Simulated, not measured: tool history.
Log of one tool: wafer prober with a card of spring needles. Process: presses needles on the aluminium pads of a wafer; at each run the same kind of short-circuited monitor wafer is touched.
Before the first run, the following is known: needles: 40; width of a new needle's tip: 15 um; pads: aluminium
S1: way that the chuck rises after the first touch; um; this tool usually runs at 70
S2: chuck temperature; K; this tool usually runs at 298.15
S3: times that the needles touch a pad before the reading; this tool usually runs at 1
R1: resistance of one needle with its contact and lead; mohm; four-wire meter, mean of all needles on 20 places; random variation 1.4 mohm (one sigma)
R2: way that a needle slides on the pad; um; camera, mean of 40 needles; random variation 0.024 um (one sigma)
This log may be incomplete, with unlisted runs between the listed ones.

| run | hour | S1 | S2 | S3 | R1 | R2 |
|---|---|---|---|---|---|---|
| 1 | 0.0 | 70 | 298.15 | 1 | 118 | 9.58 |
|  | 6.1 | tips cleaned on abrasive film |
|  | 13.5 | tips cleaned on abrasive film |
| 2 | 17.6 | 70 | 298.15 | 1 | 118 | 9.53 |
|  | 20.7 | tips cleaned on abrasive film |
|  | 26.8 | tips cleaned on abrasive film |
| 3 | 31.3 | 70 | 298.15 | 1 | 119 | 9.56 |
|  | 34.4 | tips cleaned on abrasive film |
|  | 41.8 | tips cleaned on abrasive film |
|  | 49.3 | tips cleaned on abrasive film |
| 4 | 50.1 | 66 | 298.15 | 1 | 118 | 9.04 |
|  | 55.9 | tips cleaned on abrasive film |
|  | 62.1 | tips cleaned on abrasive film |
|  | 68.2 | tips cleaned on abrasive film |
| 5 | 69.8 | 66 | 298.15 | 1 | 120 | 9.05 |
|  | 74.4 | tips cleaned on abrasive film |
|  | 81.9 | tips cleaned on abrasive film |
|  | 88.0 | tips cleaned on abrasive film |
| 6 | 93.3 | 66 | 298.15 | 1 | 117 | 9.04 |
|  | 94.9 | tips cleaned on abrasive film |
|  | 101.0 | tips cleaned on abrasive film |
|  | 107.1 | tips cleaned on abrasive film |
|  | 114.6 | tips cleaned on abrasive film |
|  | 120.7 | tips cleaned on abrasive film |
| 7 | 121.4 | 70 | 298.15 | 1 | 118 | 9.54 |
|  | 127.5 | tips cleaned on abrasive film |
|  | 133.6 | tips cleaned on abrasive film |
|  | 141.2 | tips cleaned on abrasive film |
|  | 148.8 | tips cleaned on abrasive film |
| 8 | 153.0 | 70 | 298.15 | 1 | 117 | 9.61 |
|  | 156.0 | tips cleaned on abrasive film |
|  | 163.6 | tips cleaned on abrasive film |
|  | 168.2 | height of the first contact set anew |
|  | 171.2 | tips cleaned on abrasive film |
| 9 | 176.5 | 72 | 298.15 | 1 | 120 | 9.86 |
|  | 178.1 | tips cleaned on abrasive film |
|  | 185.5 | tips cleaned on abrasive film |
|  | 192.7 | tips cleaned on abrasive film |
| 10 | 192.7 | 72 | 298.15 | 1 | 115 | 9.87 |
|  | 200.2 | tips cleaned on abrasive film |
|  | 206.4 | tips cleaned on abrasive film |
|  | 213.8 | tips cleaned on abrasive film |
|  | 219.9 | tips cleaned on abrasive film |
| 11 | 223.6 | 72 | 298.15 | 2 | 117 | 9.85 |
|  | 226.7 | tips cleaned on abrasive film |
|  | 234.2 | tips cleaned on abrasive film |
|  | 240.4 | tips cleaned on abrasive film |
|  | 247.8 | tips cleaned on abrasive film |
| 12 | 248.9 | 72 | 298.15 | 2 | 114 | 9.82 |
|  | 255.0 | tips cleaned on abrasive film |
|  | 261.1 | tips cleaned on abrasive film |
|  | 267.2 | tips cleaned on abrasive film |
|  | 273.9 | tips cleaned on abrasive film |
| 13 | 273.9 | 70 | 298.15 | 1 | 116 | 9.55 |
|  | 281.5 | tips cleaned on abrasive film |
|  | 289.1 | tips cleaned on abrasive film |
|  | 295.2 | tips cleaned on abrasive film |
| 14 | 298.9 | 70 | 298.15 | 1 | 116 | 9.58 |
|  | 301.9 | tips cleaned on abrasive film |
|  | 308.0 | tips cleaned on abrasive film |
|  | 315.5 | tips cleaned on abrasive film |
|  | 321.6 | tips cleaned on abrasive film |
|  | 329.2 | tips cleaned on abrasive film |
| 15 | 330.2 | 72 | 301.15 | 1 | 118 | 9.84 |
|  | 336.3 | tips cleaned on abrasive film |
|  | 343.9 | tips cleaned on abrasive film |
|  | 350.0 | tips cleaned on abrasive film |
|  | 356.2 | tips cleaned on abrasive film |
| 16 | 358.7 | 72 | 313.15 | 1 | 120 | 9.85 |
|  | 363.3 | tips cleaned on abrasive film |
|  | 370.8 | tips cleaned on abrasive film |
|  | 371.1 | height of the first contact set anew |
|  | 377.2 | tips cleaned on abrasive film |
|  | 384.9 | tips cleaned on abrasive film |
| 17 | 389.7 | 72 | 313.15 | 1 | 120 | 9.81 |
|  | 391.4 | tips cleaned on abrasive film |
|  | 398.9 | tips cleaned on abrasive film |
|  | 405.0 | tips cleaned on abrasive film |
|  | 411.1 | tips cleaned on abrasive film |
| 18 | 411.7 | 72 | 313.15 | 1 | 118 | 9.83 |
|  | 417.6 | tips cleaned on abrasive film |
|  | 425.2 | tips cleaned on abrasive film |
|  | 431.3 | tips cleaned on abrasive film |
| 19 | 435.2 | 90 | 332.15 | 2 | 118 | 12.30 |
|  | 438.3 | tips cleaned on abrasive film |
|  | 445.8 | tips cleaned on abrasive film |
|  | 453.2 | tips cleaned on abrasive film |
| 20 | 457.0 | 56 | 332.15 | 2 | 128 | 7.65 |
|  | 460.1 | tips cleaned on abrasive film |
|  | 467.7 | tips cleaned on abrasive film |
|  | 475.1 | tips cleaned on abrasive film |
| 21 | 480.2 | 87 | 303.15 | 3 | 113 | 11.85 |
|  | 481.6 | tips cleaned on abrasive film |
|  | 489.3 | tips cleaned on abrasive film |
| 22 | 493.5 | 82 | 383.15 | 2 | 127 | 11.21 |
|  | 496.6 | tips cleaned on abrasive film |
|  | 504.2 | tips cleaned on abrasive film |
|  | 510.7 | tips cleaned on abrasive film |
| 23 | 510.7 | 82 | 383.15 | 2 | 129 | 11.15 |
|  | 516.8 | tips cleaned on abrasive film |
|  | 523.0 | tips cleaned on abrasive film |
|  | 529.1 | tips cleaned on abrasive film |
|  | 536.6 | tips cleaned on abrasive film |
| 24 | 540.8 | 70 | 382.15 | 1 | 131 | 9.55 |
|  | 543.9 | tips cleaned on abrasive film |
|  | 551.5 | tips cleaned on abrasive film |
|  | 558.8 | tips cleaned on abrasive film |
|  | 566.2 | tips cleaned on abrasive film |
|  | 572.4 | tips cleaned on abrasive film |
| 25 | 572.4 | 54 | 378.15 | 1 | 137 | 7.38 |
|  | 574.2 | height of the first contact set anew |
|  | 578.9 | tips cleaned on abrasive film |
|  | 585.0 | tips cleaned on abrasive film |
| 26 | 590.8 | 70 | 368.15 | 1 | 128 | 9.59 |
|  | 592.4 | tips cleaned on abrasive film |
|  | 599.9 | tips cleaned on abrasive film |
|  | 607.4 | tips cleaned on abrasive film |
| 27 | 612.7 | 70 | 299.15 | 2 | 120 | 9.55 |
|  | 614.3 | tips cleaned on abrasive film |
|  | 621.7 | tips cleaned on abrasive film |
|  | 629.3 | tips cleaned on abrasive film |
| 28 | 634.9 | 70 | 299.15 | 2 | 118 | 9.53 |

Predict each of these 3 candidate next runs independently; none follows another, all start after run 28:
|  | 636.5 | tips cleaned on abrasive film |
|  | 642.7 | tips cleaned on abrasive film |
|  | 650.3 | tips cleaned on abrasive film |
| A | 654.5 | 83 | 349.15 | 1 | ? | ? |
|  | 636.5 | tips cleaned on abrasive film |
|  | 642.7 | tips cleaned on abrasive film |
|  | 650.3 | tips cleaned on abrasive film |
| B | 654.5 | 84 | 300.15 | 2 | ? | ? |
|  | 636.5 | tips cleaned on abrasive film |
|  | 642.7 | tips cleaned on abrasive film |
|  | 650.3 | tips cleaned on abrasive film |
| C | 654.5 | 67 | 299.15 | 2 | ? | ? |

| run | R1 | R2 |
|---|---|---|
| A | 124 | 11.37 |
| B | 114 | 11.49 |
| C | 118 | 9.16 |
With the hidden condition removed and each run's random variation left untouched, the same runs would have given:
| run | R1 | R2 |
|---|---|---|
| A | 123 | 11.37 |
| B | 114 | 11.49 |
| C | 118 | 9.16 |
